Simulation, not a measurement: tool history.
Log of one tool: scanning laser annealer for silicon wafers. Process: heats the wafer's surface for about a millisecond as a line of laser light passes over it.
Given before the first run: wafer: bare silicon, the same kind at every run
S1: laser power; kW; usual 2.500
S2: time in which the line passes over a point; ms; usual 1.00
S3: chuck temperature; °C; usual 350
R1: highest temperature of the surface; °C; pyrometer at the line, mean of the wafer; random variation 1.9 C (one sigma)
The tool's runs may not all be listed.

run 1 hour=0.0 | S1=2.500 S2=1.00 S3=350 | R1=1091
run 2 hour=32.8 | S1=2.500 S2=0.89 S3=350 | R1=1040
run 3 hour=71.4 | S1=2.500 S2=1.00 S3=375 | R1=1110
run 4 hour=133.9 | S1=2.500 S2=1.00 S3=323 | R1=1046
run 5 hour=170.5 | S1=2.500 S2=1.00 S3=350 | R1=1073
run 6 hour=205.5 | S1=2.500 S2=1.11 S3=350 | R1=1108
run 7 hour=261.1 | S1=2.500 S2=1.11 S3=350 | R1=1106
run 8 hour=292.7 | S1=2.500 S2=0.92 S3=350 | R1=1032
run 9 hour=323.8 | S1=2.500 S2=0.92 S3=350 | R1=1029
run 10 hour=372.1 | S1=2.500 S2=0.92 S3=350 | R1=1024
run 11 hour=432.9 | S1=2.222 S2=1.00 S3=350 | R1=949
run 12 hour=463.5 | S1=2.138 S2=1.00 S3=325 | R1=889
-- hour=501.8 window over the wafer cleaned
run 13 hour=516.7 | S1=2.138 S2=1.00 S3=325 | R1=927

Consider 3 possible next runs. They are alternatives, not a sequence: every one starts from the tool as it was left by run 13. What does each give?
run A hour=567.7 | S1=2.638 S2=0.74 S3=369 | R1=?
run B hour=567.7 | S1=2.247 S2=1.00 S3=350 | R1=?
run C hour=567.7 | S1=2.376 S2=1.00 S3=379 | R1=?

run=A R1=1050
run=B R1=994
run=C R1=1068
The same runs, with their run-to-run variation unchanged, on a tool lacking any hidden condition would have given:
run=A R1=1074
run=B R1=1016
run=C R1=1092
